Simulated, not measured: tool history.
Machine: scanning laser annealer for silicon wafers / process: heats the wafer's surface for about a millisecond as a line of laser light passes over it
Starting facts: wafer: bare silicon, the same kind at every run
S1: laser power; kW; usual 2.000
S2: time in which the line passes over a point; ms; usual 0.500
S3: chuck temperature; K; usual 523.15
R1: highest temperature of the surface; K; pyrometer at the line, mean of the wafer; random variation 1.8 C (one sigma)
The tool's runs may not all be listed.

run     day     S1     S2      S3       R1
  1   0.000  2.000  0.500  523.15  1264.15
  2   1.721  2.000  0.500  523.15  1260.15
  3   3.292  2.000  0.500  523.15  1263.15
  4   4.179  2.000  0.500  523.15  1258.15
  5   5.454  1.799  0.500  523.15  1173.15
  6   6.517  1.799  0.500  523.15  1173.15
  7   8.404  1.799  0.500  523.15  1175.15
  8   9.971  2.000  0.462  523.15  1221.15
  9  11.083  2.000  0.500  539.15  1269.15
 10  12.808  2.000  0.500  539.15  1271.15
     14.533  -- optics aligned, line set to its width
 11  14.575  2.000  0.500  539.15  1275.15
 12  16.367  2.000  0.500  523.15  1261.15
     16.842  -- window over the wafer cleaned
 13  17.775  2.000  0.500  523.15  1275.15
 14  19.542  2.000  0.381  523.15  1157.15
 15  21.038  2.000  0.500  523.15  1272.15
 16  22.738  2.000  0.407  535.15  1192.15
 17  23.662  2.000  0.407  535.15  1196.15
 18  24.879  1.879  0.425  550.15  1181.15
 19  25.721  1.944  0.500  523.15  1243.15
 20  26.696  1.944  0.500  523.15  1243.15
 21  28.412  1.988  0.500  523.15  1258.15
 22  30.050  1.988  0.500  523.15  1260.15
 23  31.862  1.988  0.558  515.15  1302.15
 24  33.408  1.988  0.558  515.15  1302.15
 25  34.717  2.000  0.500  523.15  1265.15
 26  35.958  1.921  0.557  505.15  1259.15
 27  36.788  1.874  0.535  501.15  1217.15
 28  37.675  2.000  0.497  523.15  1260.15
 29  39.433  2.000  0.497  523.15  1263.15

Branching from run 29: 3 alternative next runs. What would each branch give?
  A  40.388  1.982  0.500  523.15   ?
  B  40.388  1.880  0.519  523.15   ?
  C  40.388  2.000  0.500  536.15   ?

run       R1
  A  1253.15
  B  1229.15
  C  1278.15
With no hidden state in the tool, these same runs would have given:
run       R1
  A  1264.15
  B  1240.15
  C  1289.15

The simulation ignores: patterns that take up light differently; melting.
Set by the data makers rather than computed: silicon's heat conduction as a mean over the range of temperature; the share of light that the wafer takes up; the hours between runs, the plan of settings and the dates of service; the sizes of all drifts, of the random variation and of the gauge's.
